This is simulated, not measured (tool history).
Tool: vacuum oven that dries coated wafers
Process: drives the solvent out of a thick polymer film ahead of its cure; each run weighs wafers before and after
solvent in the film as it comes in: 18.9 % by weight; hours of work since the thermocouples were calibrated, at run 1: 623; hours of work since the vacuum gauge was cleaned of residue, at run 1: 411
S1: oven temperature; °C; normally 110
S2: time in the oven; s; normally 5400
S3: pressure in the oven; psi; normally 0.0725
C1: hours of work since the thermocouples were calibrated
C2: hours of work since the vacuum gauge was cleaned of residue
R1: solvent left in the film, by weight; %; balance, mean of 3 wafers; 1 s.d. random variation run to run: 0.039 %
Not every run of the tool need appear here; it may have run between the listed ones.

{"run": 1, "hour": 0.0, "S1": 110, "S2": 5400, "S3": 0.0725, "C1": 623, "C2": 411, "R1": 1.03}
{"run": 2, "hour": 24.5, "S1": 110, "S2": 5400, "S3": 0.0725, "C1": 633, "C2": 421, "R1": 1.08}
{"run": 3, "hour": 42.9, "S1": 110, "S2": 5400, "S3": 0.0725, "C1": 640, "C2": 428, "R1": 1.04}
{"run": 4, "hour": 63.5, "S1": 110, "S2": 5400, "S3": 0.0725, "C1": 649, "C2": 437, "R1": 1.0}
{"run": 5, "hour": 78.3, "S1": 110, "S2": 5400, "S3": 0.0473, "C1": 655, "C2": 443, "R1": 1.04}
{"run": 6, "hour": 99.2, "S1": 110, "S2": 5400, "S3": 0.0725, "C1": 663, "C2": 451, "R1": 1.05}
{"run": 7, "hour": 124.7, "S1": 110, "S2": 5400, "S3": 0.0725, "C1": 674, "C2": 462, "R1": 1.07}
{"run": 8, "hour": 144.9, "S1": 109, "S2": 5400, "S3": 0.0725, "C1": 682, "C2": 470, "R1": 1.26}
{"run": 9, "hour": 170.2, "S1": 110, "S2": 5400, "S3": 0.0725, "C1": 692, "C2": 480, "R1": 1.05}
{"run": 10, "hour": 187.8, "S1": 110, "S2": 5400, "S3": 0.0725, "C1": 699, "C2": 487, "R1": 1.03}
{"hour": 191.7, "done": "oven's thermocouples calibrated"}
{"run": 11, "hour": 206.4, "S1": 110, "S2": 5400, "S3": 0.0725, "C1": 6, "C2": 494, "R1": 1.28}
{"run": 12, "hour": 233.9, "S1": 110, "S2": 5400, "S3": 0.0725, "C1": 17, "C2": 505, "R1": 1.24}
{"run": 13, "hour": 260.1, "S1": 110, "S2": 5400, "S3": 0.0725, "C1": 28, "C2": 516, "R1": 1.24}
{"run": 14, "hour": 278.3, "S1": 110, "S2": 5400, "S3": 0.0725, "C1": 35, "C2": 523, "R1": 1.25}
{"run": 15, "hour": 292.0, "S1": 110, "S2": 5400, "S3": 0.0725, "C1": 41, "C2": 529, "R1": 1.23}
{"run": 16, "hour": 307.5, "S1": 110, "S2": 5400, "S3": 0.1179, "C1": 47, "C2": 535, "R1": 1.45}
{"hour": 314.1, "done": "oven's thermocouples calibrated, once more"}
{"run": 17, "hour": 329.2, "S1": 112, "S2": 7260, "S3": 0.0541, "C1": 6, "C2": 543, "R1": 0.34}
{"run": 18, "hour": 355.6, "S1": 110, "S2": 5640, "S3": 0.0725, "C1": 17, "C2": 554, "R1": 0.78}
{"run": 19, "hour": 371.2, "S1": 123, "S2": 8280, "S3": 0.2315, "C1": 23, "C2": 560, "R1": 0.68}
{"run": 20, "hour": 397.3, "S1": 120, "S2": 4320, "S3": 0.144, "C1": 34, "C2": 570, "R1": 0.65}
{"run": 21, "hour": 419.0, "S1": 120, "S2": 8040, "S3": 0.2176, "C1": 43, "C2": 579, "R1": 0.66}
{"run": 22, "hour": 445.3, "S1": 110, "S2": 5400, "S3": 0.1877, "C1": 53, "C2": 590, "R1": 1.35}
{"run": 23, "hour": 459.5, "S1": 117, "S2": 5400, "S3": 0.1047, "C1": 59, "C2": 596, "R1": 0.39}
{"run": 24, "hour": 482.1, "S1": 119, "S2": 9300, "S3": 0.1754, "C1": 68, "C2": 605, "R1": 0.52}
{"run": 25, "hour": 500.9, "S1": 110, "S2": 8280, "S3": 0.0673, "C1": 76, "C2": 613, "R1": 0.47}
{"run": 26, "hour": 530.2, "S1": 106, "S2": 4200, "S3": 0.2045, "C1": 88, "C2": 624, "R1": 2.84}
{"run": 27, "hour": 552.1, "S1": 106, "S2": 4200, "S3": 0.2045, "C1": 97, "C2": 633, "R1": 2.86}
{"run": 28, "hour": 575.5, "S1": 123, "S2": 8820, "S3": 0.085, "C1": 106, "C2": 643, "R1": 0.21}
{"run": 29, "hour": 591.4, "S1": 112, "S2": 8820, "S3": 0.085, "C1": 112, "C2": 649, "R1": 0.46}
{"run": 30, "hour": 605.6, "S1": 112, "S2": 8820, "S3": 0.085, "C1": 118, "C2": 655, "R1": 0.4}
{"run": 31, "hour": 621.9, "S1": 111, "S2": 8820, "S3": 0.0547, "C1": 125, "C2": 662, "R1": 0.39}

Had the tool no unlogged condition, and each run kept its random variation, what would the results have been?
Hidden state at play: true wafer temperature over the reading, C; true pressure over the reading, kPa; drift of the gauge itself on solvent_pct, %.
run=1 R1=0.72
run=2 R1=0.77
run=3 R1=0.73
run=4 R1=0.68
run=5 R1=0.72
run=6 R1=0.73
run=7 R1=0.74
run=8 R1=0.89
run=9 R1=0.71
run=10 R1=0.69
run=11 R1=0.76
run=12 R1=0.72
run=13 R1=0.71
run=14 R1=0.72
run=15 R1=0.70
run=16 R1=0.90
run=17 R1=0.24
run=18 R1=0.63
run=19 R1=0.61
run=20 R1=0.55
run=21 R1=0.58
run=22 R1=1.16
run=23 R1=0.29
run=24 R1=0.44
run=25 R1=0.35
run=26 R1=2.52
run=27 R1=2.53
run=28 R1=0.14
run=29 R1=0.35
run=30 R1=0.29
run=31 R1=0.28
